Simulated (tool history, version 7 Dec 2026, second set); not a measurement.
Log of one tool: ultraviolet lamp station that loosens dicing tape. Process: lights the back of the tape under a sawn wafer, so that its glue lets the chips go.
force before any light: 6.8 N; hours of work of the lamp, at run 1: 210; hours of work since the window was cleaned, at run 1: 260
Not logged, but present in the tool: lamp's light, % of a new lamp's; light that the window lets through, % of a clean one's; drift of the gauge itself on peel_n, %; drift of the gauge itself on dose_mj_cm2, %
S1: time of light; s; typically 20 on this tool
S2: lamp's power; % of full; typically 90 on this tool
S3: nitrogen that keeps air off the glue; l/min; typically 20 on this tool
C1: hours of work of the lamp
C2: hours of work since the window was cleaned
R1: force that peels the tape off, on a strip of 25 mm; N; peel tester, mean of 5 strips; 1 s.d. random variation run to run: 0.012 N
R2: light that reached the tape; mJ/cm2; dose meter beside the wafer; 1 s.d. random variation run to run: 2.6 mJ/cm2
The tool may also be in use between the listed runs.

run   hour  S1  S2  S3   C1   C2     R1   R2
  1    0.0  20  90  20  210  260  0.551  345
  2   10.7  20  90  20  215  266  0.533  347
  3   16.7  20  90  20  218  269  0.542  343
  4   23.8  20  90  20  222  272  0.555  347
      33.1  -- window cleaned of glue's vapour
  5   38.6  20  91  20  229    3  0.533  346
  6   51.2  20  91  20  235    9  0.517  350
  7   61.6  20  91  20  241   14  0.499  342
  8   68.7  20  90  20  244   18  0.545  343
  9   77.0  20  90  20  248   22  0.528  346
 10   90.2  20  90  20  255   29  0.531  342
 11   98.6  20  90   9  259   33  0.988  347
 12  108.5  20  79  20  264   38  0.667  303
 13  118.5  23  90  20  269   43  0.409  399
 14  128.9  23  86  20  275   48  0.454  378
 15  136.2  23  86  20  278   52  0.443  380
 16  149.8  23  86  20  285   59  0.441  380
 17  163.1  23  86  20  292   65  0.469  383
 18  173.8  23  86  20  297   71  0.447  379
 19  180.0  23  86  20  300   74  0.430  384
 20  189.6  23  86  20  305   79  0.455  379
 21  198.1  23  86  20  309   83  0.459  380
 22  207.9  23  86  20  314   88  0.437  379
 23  222.2  23  86  20  321   95  0.444  384
 24  236.2  12  64   6  328  102  3.177  147
 25  248.9  13  68   6  335  108  2.958  167
 26  258.3  11  88   7  340  113  2.635  187
 27  269.9  24  88  16  345  119  0.432  403
 28  276.9  27  71  20  349  123  0.456  366
 29  284.9  20  63  17  353  127  1.151  243
 30  299.0  20  98  17  360  134  0.497  374
 31  308.1  20  98  17  365  138  0.498  374
 32  322.5  19  98   8  372  145  0.987  356
 33  334.8  13  98  27  378  152  0.850  242
 34  348.4  24  98  27  385  158  0.281  453
 35  359.1  20  72  34  390  164  0.564  272
 36  371.3  37  72  34  396  170  0.236  510
 37  380.0  37  72  34  401  174  0.231  511
 38  390.8  16  72   6  406  180  2.203  222
 39  403.1  16  74  16  412  186  1.291  229
 40  412.4  16  74  16  417  191  1.294  225
 41  425.1  16  92  32  423  197  0.583  282
 42  431.6  14  74  13  427  200  1.833  197
 43  439.9  16  90  38  431  204  0.554  273

Here are 3 independent what-if runs from the current tool condition. What would each one return?
  A  447.4  14  90  40  435  208   ?   ?
  B  447.4  22  76  20  435  208   ?   ?
  C  447.4  14  90  11  435  208   ?   ?

run     R1   R2
  A  0.693  240
  B  0.612  318
  C  1.449  242
Without the tool's hidden state the same runs would have given:
run     R1   R2
  A  0.691  240
  B  0.611  318
  C  1.447  243

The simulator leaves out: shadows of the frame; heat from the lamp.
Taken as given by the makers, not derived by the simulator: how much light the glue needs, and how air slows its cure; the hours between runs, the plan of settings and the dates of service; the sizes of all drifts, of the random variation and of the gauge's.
